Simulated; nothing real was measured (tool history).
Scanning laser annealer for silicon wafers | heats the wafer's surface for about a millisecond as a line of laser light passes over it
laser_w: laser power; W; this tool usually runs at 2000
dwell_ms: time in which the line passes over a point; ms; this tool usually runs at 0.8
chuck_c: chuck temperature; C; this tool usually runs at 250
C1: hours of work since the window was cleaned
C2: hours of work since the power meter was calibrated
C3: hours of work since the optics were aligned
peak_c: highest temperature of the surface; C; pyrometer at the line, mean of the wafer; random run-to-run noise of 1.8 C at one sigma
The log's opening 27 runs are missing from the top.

{"run": 28, "hour": 1577.1, "laser_w": 2147, "dwell_ms": 0.8, "chuck_c": 250, "C1": 187, "C2": 1556, "C3": 945, "peak_c": 1062}
{"run": 29, "hour": 1651.6, "laser_w": 1843, "dwell_ms": 0.68, "chuck_c": 250, "C1": 227, "C2": 1597, "C3": 985, "peak_c": 871}
{"run": 30, "hour": 1700.9, "laser_w": 1807, "dwell_ms": 0.673, "chuck_c": 250, "C1": 254, "C2": 1624, "C3": 1012, "peak_c": 853}
{"run": 31, "hour": 1761.3, "laser_w": 1977, "dwell_ms": 0.673, "chuck_c": 288, "C1": 287, "C2": 1657, "C3": 1045, "peak_c": 958}
{"run": 32, "hour": 1818.6, "laser_w": 2044, "dwell_ms": 0.688, "chuck_c": 239, "C1": 318, "C2": 1688, "C3": 1076, "peak_c": 945}
{"run": 33, "hour": 1887.7, "laser_w": 1936, "dwell_ms": 0.896, "chuck_c": 266, "C1": 356, "C2": 1725, "C3": 1114, "peak_c": 1012}
{"run": 34, "hour": 1951.7, "laser_w": 1714, "dwell_ms": 0.89, "chuck_c": 266, "C1": 390, "C2": 1760, "C3": 1148, "peak_c": 901}
{"hour": 2014.4, "done": "optics aligned, line set to its width"}
{"run": 35, "hour": 2025.7, "laser_w": 2000, "dwell_ms": 0.776, "chuck_c": 250, "C1": 428, "C2": 1798, "C3": 6, "peak_c": 992}
{"run": 36, "hour": 2058.9, "laser_w": 2178, "dwell_ms": 0.618, "chuck_c": 250, "C1": 446, "C2": 1816, "C3": 24, "peak_c": 988}
{"run": 37, "hour": 2122.2, "laser_w": 1921, "dwell_ms": 0.618, "chuck_c": 236, "C1": 480, "C2": 1850, "C3": 59, "peak_c": 868}
{"run": 38, "hour": 2179.0, "laser_w": 1921, "dwell_ms": 0.618, "chuck_c": 236, "C1": 511, "C2": 1881, "C3": 89, "peak_c": 866}
{"run": 39, "hour": 2237.2, "laser_w": 1801, "dwell_ms": 0.576, "chuck_c": 250, "C1": 543, "C2": 1913, "C3": 121, "peak_c": 813}
{"run": 40, "hour": 2275.5, "laser_w": 2181, "dwell_ms": 0.8, "chuck_c": 261, "C1": 564, "C2": 1933, "C3": 142, "peak_c": 1091}
{"run": 41, "hour": 2312.5, "laser_w": 2181, "dwell_ms": 0.8, "chuck_c": 261, "C1": 584, "C2": 1953, "C3": 162, "peak_c": 1085}

Predict each of these 3 candidate next runs independently; none follows another, all start after run 41:
{"run": "A", "hour": 2364.6, "laser_w": 1933, "dwell_ms": 0.939, "chuck_c": 250, "C1": 612, "C2": 1982, "C3": 190, "peak_c": "?"}
{"run": "B", "hour": 2364.6, "laser_w": 2181, "dwell_ms": 0.855, "chuck_c": 271, "C1": 612, "C2": 1982, "C3": 190, "peak_c": "?"}
{"run": "C", "hour": 2364.6, "laser_w": 2000, "dwell_ms": 0.695, "chuck_c": 250, "C1": 612, "C2": 1982, "C3": 190, "peak_c": "?"}

run=A peak_c=1017
run=B peak_c=1120
run=C peak_c=947
Stripped of hidden state, with their random variation kept, the same runs would have yielded:
run=A peak_c=1045
run=B peak_c=1150
run=C peak_c=972

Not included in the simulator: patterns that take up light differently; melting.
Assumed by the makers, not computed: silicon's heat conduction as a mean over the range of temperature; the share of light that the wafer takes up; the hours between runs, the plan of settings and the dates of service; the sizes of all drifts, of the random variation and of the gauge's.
